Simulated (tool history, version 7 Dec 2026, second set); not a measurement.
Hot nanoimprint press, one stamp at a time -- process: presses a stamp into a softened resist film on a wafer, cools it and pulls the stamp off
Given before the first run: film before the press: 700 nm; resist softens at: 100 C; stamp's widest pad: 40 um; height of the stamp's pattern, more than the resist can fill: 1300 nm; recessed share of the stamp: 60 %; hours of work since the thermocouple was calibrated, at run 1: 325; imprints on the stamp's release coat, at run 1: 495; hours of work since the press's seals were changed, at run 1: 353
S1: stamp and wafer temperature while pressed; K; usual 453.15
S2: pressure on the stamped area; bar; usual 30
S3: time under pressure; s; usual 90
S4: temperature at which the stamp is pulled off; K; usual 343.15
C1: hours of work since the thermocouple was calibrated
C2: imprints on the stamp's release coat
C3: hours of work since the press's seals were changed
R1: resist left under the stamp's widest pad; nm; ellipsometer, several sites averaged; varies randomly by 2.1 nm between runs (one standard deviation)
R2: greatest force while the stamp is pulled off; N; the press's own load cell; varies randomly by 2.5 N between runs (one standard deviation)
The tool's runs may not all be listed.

{"run": 1, "hour": 0.0, "S1": 453.15, "S2": 30, "S3": 90, "S4": 343.15, "C1": 325, "C2": 495, "C3": 353, "R1": 330.8, "R2": 132}
{"run": 2, "hour": 20.5, "S1": 453.15, "S2": 30, "S3": 90, "S4": 339.15, "C1": 337, "C2": 557, "C3": 365, "R1": 326, "R2": 144}
{"run": 3, "hour": 41.3, "S1": 453.15, "S2": 30, "S3": 59, "S4": 339.15, "C1": 349, "C2": 620, "C3": 377, "R1": 380.7, "R2": 143}
{"run": 4, "hour": 51.6, "S1": 453.15, "S2": 30, "S3": 90, "S4": 343.15, "C1": 355, "C2": 652, "C3": 383, "R1": 330.7, "R2": 140}
{"run": 5, "hour": 72.1, "S1": 453.15, "S2": 30, "S3": 90, "S4": 343.15, "C1": 367, "C2": 714, "C3": 395, "R1": 326.6, "R2": 136}
{"run": 6, "hour": 89.9, "S1": 453.15, "S2": 30, "S3": 90, "S4": 337.15, "C1": 377, "C2": 768, "C3": 405, "R1": 331.5, "R2": 160}
{"run": 7, "hour": 99.5, "S1": 453.15, "S2": 36.9, "S3": 90, "S4": 343.15, "C1": 383, "C2": 797, "C3": 411, "R1": 299.9, "R2": 139}
{"run": 8, "hour": 120.5, "S1": 453.15, "S2": 36.9, "S3": 90, "S4": 343.15, "C1": 395, "C2": 860, "C3": 423, "R1": 301.2, "R2": 144}
{"run": 9, "hour": 141.5, "S1": 453.15, "S2": 36.9, "S3": 90, "S4": 343.15, "C1": 407, "C2": 924, "C3": 435, "R1": 296.8, "R2": 147}
{"run": 10, "hour": 157.9, "S1": 453.15, "S2": 36.9, "S3": 90, "S4": 343.15, "C1": 416, "C2": 974, "C3": 444, "R1": 300.3, "R2": 144}
{"run": 11, "hour": 174.8, "S1": 453.15, "S2": 36.9, "S3": 90, "S4": 343.15, "C1": 426, "C2": 1025, "C3": 454, "R1": 301.2, "R2": 156}
{"run": 12, "hour": 186.0, "S1": 453.15, "S2": 36.9, "S3": 77, "S4": 330.15, "C1": 433, "C2": 1059, "C3": 461, "R1": 321.6, "R2": 193}
{"run": 13, "hour": 197.5, "S1": 453.15, "S2": 34.6, "S3": 170, "S4": 343.15, "C1": 439, "C2": 1094, "C3": 467, "R1": 236.8, "R2": 151}
{"run": 14, "hour": 217.1, "S1": 459.15, "S2": 30, "S3": 54, "S4": 343.15, "C1": 451, "C2": 1153, "C3": 479, "R1": 326, "R2": 158}
{"run": 15, "hour": 234.6, "S1": 442.15, "S2": 18.4, "S3": 116, "S4": 342.15, "C1": 461, "C2": 1206, "C3": 489, "R1": 505.7, "R2": 157}
{"run": 16, "hour": 251.5, "S1": 453.15, "S2": 28, "S3": 54, "S4": 338.15, "C1": 470, "C2": 1258, "C3": 499, "R1": 403.4, "R2": 173}
{"run": 17, "hour": 260.9, "S1": 464.15, "S2": 30, "S3": 176, "S4": 343.15, "C1": 476, "C2": 1286, "C3": 504, "R1": 170.5, "R2": 162}
{"run": 18, "hour": 273.2, "S1": 453.15, "S2": 45.2, "S3": 90, "S4": 343.15, "C1": 483, "C2": 1323, "C3": 511, "R1": 272, "R2": 165}
{"run": 19, "hour": 289.2, "S1": 453.15, "S2": 45.5, "S3": 90, "S4": 343.15, "C1": 492, "C2": 1372, "C3": 520, "R1": 271.7, "R2": 163}
{"run": 20, "hour": 308.0, "S1": 452.15, "S2": 25.1, "S3": 90, "S4": 339.15, "C1": 503, "C2": 1429, "C3": 531, "R1": 358, "R2": 185}
{"run": 21, "hour": 318.4, "S1": 447.15, "S2": 25.1, "S3": 90, "S4": 339.15, "C1": 509, "C2": 1460, "C3": 537, "R1": 423.2, "R2": 187}
{"run": 22, "hour": 333.3, "S1": 441.15, "S2": 30, "S3": 90, "S4": 343.15, "C1": 518, "C2": 1505, "C3": 546, "R1": 472.5, "R2": 166}

How would selected steps in R1 from run to run divide? Give the signed amount a tool lacking its hidden state would still show from settings, what came in and random variation, and the signed amount left for the hidden state, including any gauge scatter that is not in both of the compared results.
The tool's hidden condition here consists of: true temperature over the reading, C; pressure that arrives at the usual setting, %; grip of the stamp's worn release coat, % over a new coat's; drift of the gauge itself on residual_nm, %; drift of the gauge itself on pull_off_n, %.
Run 14 -> 15: S1 459.15 -> 442.15, S2 30 -> 18.4, S3 54 -> 116, S4 343.15 -> 342.15. R1 +179.7 nm: hidden state -5.3, all else +185.
Run 16 -> 17: S1 453.15 -> 464.15, S2 28 -> 30, S3 54 -> 176, S4 338.15 -> 343.15. R1 -232.9 nm: hidden state +7.9, all else -240.8.
